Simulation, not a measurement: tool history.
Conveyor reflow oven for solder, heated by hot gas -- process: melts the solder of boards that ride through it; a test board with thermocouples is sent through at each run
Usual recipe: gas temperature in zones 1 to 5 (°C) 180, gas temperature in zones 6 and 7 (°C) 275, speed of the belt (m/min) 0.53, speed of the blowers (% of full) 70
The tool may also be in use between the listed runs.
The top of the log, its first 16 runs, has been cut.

run	hour	gas temperature in zones 1 to 5 (°C)	gas temperature in zones 6 and 7 (°C)	speed of the belt (m/min)	speed of the blowers (% of full)	highest temperature of the board (°C)	time above the solder's melting point (s)
17	308.1	189	275	0.53	70	264.1	62.86
18	335.6	180	281	0.421	60	272.1	79.77
19	355.2	180	287	0.437	86	280.9	79.8
20	371.9	180	275	0.456	70	266.3	71.13
21	383.7	169	285	0.432	70	276.1	76.08
22	405.1	166	270	0.492	54	253.8	53.9
23	417.9	166	270	0.492	54	253.9	53.93
24	443.5	192	270	0.564	54	254.1	55.03
25	463.8	192	270	0.564	54	254	54.9
26	489	180	280	0.611	70	261.9	50.42
27	505.3	194	265	0.446	68	258	74.72

Run 28 comes next. What will it give?
28	518.8	194	265	0.547	68	?	?

highest temperature of the board (°C): 253.8
time above the solder's melting point (s): 58.15
Without the tool's hidden state the same run would have given highest temperature of the board (°C) 255.5, time above the solder's melting point (s) 58.9.

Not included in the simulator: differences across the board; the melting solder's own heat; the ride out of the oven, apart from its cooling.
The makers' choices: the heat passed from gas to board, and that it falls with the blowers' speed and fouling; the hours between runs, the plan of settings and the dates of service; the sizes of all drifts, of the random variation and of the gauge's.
